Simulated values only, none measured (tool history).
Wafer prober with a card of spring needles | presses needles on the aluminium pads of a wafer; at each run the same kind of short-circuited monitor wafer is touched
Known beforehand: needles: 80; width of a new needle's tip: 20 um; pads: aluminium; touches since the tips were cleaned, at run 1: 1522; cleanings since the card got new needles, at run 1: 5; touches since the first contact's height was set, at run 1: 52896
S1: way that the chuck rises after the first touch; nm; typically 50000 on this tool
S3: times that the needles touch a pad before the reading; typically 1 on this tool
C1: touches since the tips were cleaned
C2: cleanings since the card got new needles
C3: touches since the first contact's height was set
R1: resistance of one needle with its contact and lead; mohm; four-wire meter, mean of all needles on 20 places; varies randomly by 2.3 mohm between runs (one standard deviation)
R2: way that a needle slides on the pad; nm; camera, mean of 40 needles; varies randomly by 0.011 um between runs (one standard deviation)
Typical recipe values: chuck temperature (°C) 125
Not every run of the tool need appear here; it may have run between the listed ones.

run 1 day=0 | S1=50000 chuck_temperature_(°C)=125 S3=1 | C1=1522 C2=5 C3=52896 | R1=256 R2=7740
run 2 day=0.558 | S1=50000 chuck_temperature_(°C)=125 S3=2 | C1=5359 C2=5 C3=56733 | R1=255 R2=7720
run 3 day=0.904 | S1=62000 chuck_temperature_(°C)=125 S3=1 | C1=7733 C2=5 C3=59107 | R1=245 R2=9600
-- day=1.054 tips cleaned on abrasive film
run 4 day=1.321 | S1=62000 chuck_temperature_(°C)=125 S3=1 | C1=1841 C2=6 C3=61948 | R1=249 R2=9600
run 5 day=1.75 | S1=62000 chuck_temperature_(°C)=125 S3=1 | C1=4791 C2=6 C3=64898 | R1=252 R2=9580
run 6 day=2.021 | S1=50000 chuck_temperature_(°C)=125 S3=1 | C1=6662 C2=6 C3=66769 | R1=252 R2=7760
-- day=2.308 tips cleaned on abrasive film
run 7 day=2.596 | S1=50000 chuck_temperature_(°C)=125 S3=1 | C1=1988 C2=7 C3=70680 | R1=260 R2=7750
run 8 day=3.2 | S1=50000 chuck_temperature_(°C)=125 S3=1 | C1=6138 C2=7 C3=74830 | R1=257 R2=7750
run 9 day=3.475 | S1=50000 chuck_temperature_(°C)=125 S3=1 | C1=8039 C2=7 C3=76731 | R1=260 R2=7750
-- day=3.562 tips cleaned on abrasive film
run 10 day=3.933 | S1=50000 chuck_temperature_(°C)=125 S3=1 | C1=2558 C2=8 C3=79848 | R1=256 R2=7770
run 11 day=4.208 | S1=36000 chuck_temperature_(°C)=125 S3=1 | C1=4461 C2=8 C3=81751 | R1=266 R2=5570
run 12 day=4.538 | S1=60000 chuck_temperature_(°C)=125 S3=1 | C1=6713 C2=8 C3=84003 | R1=253 R2=9300
-- day=4.842 tips cleaned on abrasive film
run 13 day=4.842 | S1=60000 chuck_temperature_(°C)=125 S3=1 | C1=0 C2=9 C3=86052 | R1=250 R2=9310
run 14 day=5.108 | S1=60000 chuck_temperature_(°C)=125 S3=1 | C1=1852 C2=9 C3=87904 | R1=253 R2=9320
run 15 day=5.479 | S1=60000 chuck_temperature_(°C)=125 S3=1 | C1=4385 C2=9 C3=90437 | R1=251 R2=9310
run 16 day=5.779 | S1=38000 chuck_temperature_(°C)=62 S3=1 | C1=6447 C2=9 C3=92499 | R1=247 R2=5910
-- day=6.112 tips cleaned on abrasive film
run 17 day=6.179 | S1=55000 chuck_temperature_(°C)=41 S3=2 | C1=467 C2=10 C3=95226 | R1=227 R2=8530
run 18 day=6.508 | S1=38000 chuck_temperature_(°C)=31 S3=1 | C1=2724 C2=10 C3=97483 | R1=238 R2=5910
run 19 day=7.004 | S1=48000 chuck_temperature_(°C)=59 S3=2 | C1=6152 C2=10 C3=100911 | R1=238 R2=7460
-- day=7.362 tips cleaned on abrasive film
run 20 day=7.483 | S1=44000 chuck_temperature_(°C)=79 S3=2 | C1=830 C2=11 C3=104163 | R1=248 R2=6830
run 21 day=7.967 | S1=44000 chuck_temperature_(°C)=79 S3=2 | C1=4142 C2=11 C3=107475 | R1=248 R2=6850
run 22 day=8.4 | S1=44000 chuck_temperature_(°C)=79 S3=2 | C1=7141 C2=11 C3=110474 | R1=247 R2=6850
-- day=8.625 tips cleaned on abrasive film
run 23 day=8.738 | S1=62000 chuck_temperature_(°C)=50 S3=1 | C1=775 C2=12 C3=112747 | R1=228 R2=9640
run 24 day=9.167 | S1=62000 chuck_temperature_(°C)=50 S3=1 | C1=3743 C2=12 C3=115715 | R1=228 R2=9630
-- day=9.512 height of the first contact set anew
run 25 day=9.621 | S1=50000 chuck_temperature_(°C)=35 S3=1 | C1=6782 C2=12 C3=768 | R1=231 R2=7790
-- day=9.929 tips cleaned on abrasive film
run 26 day=10.062 | S1=50000 chuck_temperature_(°C)=35 S3=1 | C1=921 C2=13 C3=3773 | R1=229 R2=7780
run 27 day=10.362 | S1=50000 chuck_temperature_(°C)=35 S3=1 | C1=2964 C2=13 C3=5816 | R1=231 R2=7790
run 28 day=10.883 | S1=50000 chuck_temperature_(°C)=35 S3=1 | C1=6565 C2=13 C3=9417 | R1=229 R2=7790

Branching from run 28: 3 alternative next runs. What would each branch give?
-- day=11.188 tips cleaned on abrasive film
run A day=11.354 | S1=44000 chuck_temperature_(°C)=116 S3=1 | C1=1134 C2=14 C3=12604 | R1=? R2=?
-- day=11.188 tips cleaned on abrasive film
run B day=11.354 | S1=69000 chuck_temperature_(°C)=35 S3=1 | C1=1134 C2=14 C3=12604 | R1=? R2=?
-- day=11.188 tips cleaned on abrasive film
run C day=11.354 | S1=50000 chuck_temperature_(°C)=90 S3=1 | C1=1134 C2=14 C3=12604 | R1=? R2=?

run=A R1=256 R2=6860
run=B R1=219 R2=10730
run=C R1=247 R2=7780
Without the tool's hidden state the same runs would have given:
run=A R1=255 R2=6810
run=B R1=219 R2=10650
run=C R1=246 R2=7730
